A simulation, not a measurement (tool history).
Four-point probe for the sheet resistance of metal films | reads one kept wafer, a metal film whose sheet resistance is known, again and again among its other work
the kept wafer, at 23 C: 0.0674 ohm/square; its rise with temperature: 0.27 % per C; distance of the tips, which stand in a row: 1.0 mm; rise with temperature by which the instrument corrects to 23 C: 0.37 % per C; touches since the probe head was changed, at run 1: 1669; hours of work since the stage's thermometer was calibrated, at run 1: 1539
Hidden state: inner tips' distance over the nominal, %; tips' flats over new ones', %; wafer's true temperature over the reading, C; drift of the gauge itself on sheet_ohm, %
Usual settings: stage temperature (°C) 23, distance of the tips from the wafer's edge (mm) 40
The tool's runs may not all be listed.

run	hour	stage temperature (°C)	distance of the tips from the wafer's edge (mm)	touches since the probe head was changed	hours of work since the stage's thermometer was calibrated	sheet resistance as the instrument gives it (ohm/square)
1	0.0	23	40	1669	1539	0.067412
2	9.1	30	40	1968	1543	0.066985
3	18.8	30	40	2288	1548	0.066971
4	35.4	23	56	2836	1557	0.067409
5	46.9	23	56	3214	1563	0.067406
6	58.1	23	56	3583	1569	0.067399
7	74.9	23	56	4137	1578	0.067402
8	91.1	23	40	4671	1586	0.067431
9	108.8	23	40	5257	1595	0.067394
10	119.8	23	8	5619	1601	0.067985
11	132.2	23	8	6027	1608	0.067939
12	149.5	23	19	6598	1617	0.067502
13	160.1	23	19	6947	1622	0.067528
14	180.9	23	19	7632	1633	0.067499
15	195.8	23	40	8124	1641	0.067427
16	210.9	23	40	8622	1649	0.067420
17	229.3	19	27	9229	1658	0.067695
18	244.5	27	8	9730	1666	0.067707
19	264.5	20	55	10390	1676	0.067596
20	282.4	20	55	10979	1686	0.067597
21	299.6	21	4	11545	1695	0.069743

Run 22 comes next. What will it give?
22	319.3	21	4	12196	1705	?

{"run 22": {"sheet resistance as the instrument gives it (ohm/square)": 0.06973}}
Without the tool's hidden state the same run would have given sheet resistance as the instrument gives it (ohm/square) 0.069730.

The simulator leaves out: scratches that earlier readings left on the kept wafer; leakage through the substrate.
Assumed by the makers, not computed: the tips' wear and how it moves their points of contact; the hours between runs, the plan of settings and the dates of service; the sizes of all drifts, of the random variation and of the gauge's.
